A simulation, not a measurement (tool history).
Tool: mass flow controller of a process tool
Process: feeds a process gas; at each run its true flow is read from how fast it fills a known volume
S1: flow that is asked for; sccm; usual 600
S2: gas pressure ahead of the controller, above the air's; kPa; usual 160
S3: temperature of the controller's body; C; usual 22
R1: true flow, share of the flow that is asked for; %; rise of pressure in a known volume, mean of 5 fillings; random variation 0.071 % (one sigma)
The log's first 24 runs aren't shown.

Run 25, hour 7796.6: usual settings but S1 380 sccm, S2 152 kPa. Result: R1 97.7 %.
Run 26, hour 8235.6: usual settings but S1 334 sccm, S2 152 kPa. Result: R1 97.44 %.
At hour 8564.7: controller exchanged for a calibrated one.
Run 27, hour 8669.3: usual settings but S1 334 sccm, S2 152 kPa. Result: R1 97.35 %.
Run 28, hour 9076.6: usual settings but S1 838 sccm, S2 228 kPa, S3 21 C. Result: R1 98.18 %.
Run 29, hour 9440.4: usual settings but S1 637 sccm, S2 180 kPa. Result: R1 97.64 %.
Run 30, hour 9703.6: usual settings but S1 880 sccm, S2 156 kPa. Result: R1 97.81 %.
Run 31, hour 9909.7: usual settings but S1 880 sccm, S2 156 kPa. Result: R1 97.82 %.
Run 32, hour 10342.2: usual settings but S1 880 sccm, S2 149 kPa. Result: R1 97.71 %.
Run 33, hour 10746.8: usual settings but S1 483 sccm, S2 271 kPa, S3 24 C. Result: R1 97.18 %.
Run 34, hour 11071.5: usual settings but S1 171 sccm, S2 227 kPa, S3 21 C. Result: R1 96.74 %.
Run 35, hour 11514.5: usual settings but S1 617 sccm, S2 197 kPa. Result: R1 97.14 %.
Run 36, hour 11835: usual settings but S1 359 sccm, S2 230 kPa. Result: R1 96.77 %.
Run 37, hour 12169.2: usual settings but S1 359 sccm, S2 230 kPa. Result: R1 96.86 %.
Run 38, hour 12549.1: usual settings but S1 359 sccm, S2 230 kPa. Result: R1 96.72 %.
Run 39, hour 12945.2: usual settings but S1 359 sccm, S2 230 kPa. Result: R1 96.55 %.
At hour 13105.5: gauge calibrated.
Run 40, hour 13328.9: usual settings but S1 307 sccm, S2 191 kPa. Result: R1 99.31 %.
Run 41, hour 13626.5: usual settings but S3 20 C. Result: R1 99.69 %.
Run 42, hour 13967.4: usual settings but S3 20 C. Result: R1 99.51 %.
Run 43, hour 14154.5: usual settings but S3 20 C. Result: R1 99.59 %.
Run 44, hour 14566.6: usual settings but S1 109 sccm, S2 272 kPa, S3 20 C. Result: R1 98.91 %.
Run 45, hour 14849.9: usual settings but S1 109 sccm, S2 182 kPa, S3 36 C. Result: R1 97.7 %.
Run 46, hour 15224.1: usual settings but S1 109 sccm, S2 182 kPa, S3 30 C. Result: R1 97.94 %.
Run 47, hour 15526.2: usual settings but S1 588 sccm, S2 238 kPa, S3 39 C. Result: R1 97.87 %.

Forecast each of these 4 alternatives for the next run:
Run A, hour 15855.8: usual settings but S1 377 sccm, S2 227 kPa, S3 35 C. Result: R1 ?.
Run B, hour 15855.8: usual settings but S1 788 sccm, S2 141 kPa, S3 27 C. Result: R1 ?.
Run C, hour 15855.8: usual settings but S1 588 sccm, S2 272 kPa, S3 39 C. Result: R1 ?.
Run D, hour 15855.8: usual settings but S1 588 sccm, S3 39 C. Result: R1 ?.

run     R1
  A  97.81
  B  98.94
  C  97.92
  D  97.83
Without the tool's hidden state the same runs would have given:
run     R1
  A   98.4
  B  99.52
  C   98.5
  D  98.41
